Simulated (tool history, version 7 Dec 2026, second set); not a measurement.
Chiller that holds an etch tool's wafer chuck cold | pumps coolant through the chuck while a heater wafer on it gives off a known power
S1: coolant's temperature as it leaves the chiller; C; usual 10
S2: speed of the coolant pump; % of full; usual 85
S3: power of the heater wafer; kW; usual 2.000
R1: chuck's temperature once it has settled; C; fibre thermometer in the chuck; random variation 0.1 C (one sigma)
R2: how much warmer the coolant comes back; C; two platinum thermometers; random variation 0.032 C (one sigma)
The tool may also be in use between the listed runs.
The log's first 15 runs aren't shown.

run 16 hour=2309.2 | S1=7 S2=66 S3=2.899 | R1=31.9 R2=7.52
run 17 hour=2489.5 | S1=7 S2=66 S3=2.899 | R1=32.3 R2=7.58
run 18 hour=2585.0 | S1=19 S2=85 S3=1.130 | R1=27.7 R2=2.31
run 19 hour=2731.8 | S1=19 S2=85 S3=1.130 | R1=27.7 R2=2.26
run 20 hour=2940.9 | S1=9 S2=92 S3=2.638 | R1=28.9 R2=5.07
run 21 hour=3123.6 | S1=7 S2=94 S3=2.416 | R1=25.4 R2=4.53
run 22 hour=3258.5 | S1=7 S2=94 S3=2.117 | R1=23.2 R2=4.04
run 23 hour=3447.0 | S1=10 S2=74 S3=2.745 | R1=33.7 R2=6.56
run 24 hour=3553.7 | S1=3 S2=68 S3=2.810 | R1=28.7 R2=7.25
run 25 hour=3780.3 | S1=3 S2=68 S3=2.810 | R1=29.0 R2=7.39
run 26 hour=3881.1 | S1=7 S2=83 S3=1.384 | R1=18.8 R2=2.99
run 27 hour=4073.4 | S1=7 S2=83 S3=1.384 | R1=19.0 R2=3.02
run 28 hour=4217.6 | S1=7 S2=83 S3=1.384 | R1=19.1 R2=3.00
run 29 hour=4319.0 | S1=11 S2=61 S3=1.384 | R1=25.0 R2=4.00
run 30 hour=4499.9 | S1=3 S2=76 S3=1.513 | R1=16.9 R2=3.61

The next listed run, before its measurement:
run 31 hour=4640.7 | S1=10 S2=95 S3=2.000 | R1=? R2=?

R1: 26.5 C
R2: 3.85 C
Without the tool's hidden state the same run would have given R1 23.3 C, R2 3.62 C.

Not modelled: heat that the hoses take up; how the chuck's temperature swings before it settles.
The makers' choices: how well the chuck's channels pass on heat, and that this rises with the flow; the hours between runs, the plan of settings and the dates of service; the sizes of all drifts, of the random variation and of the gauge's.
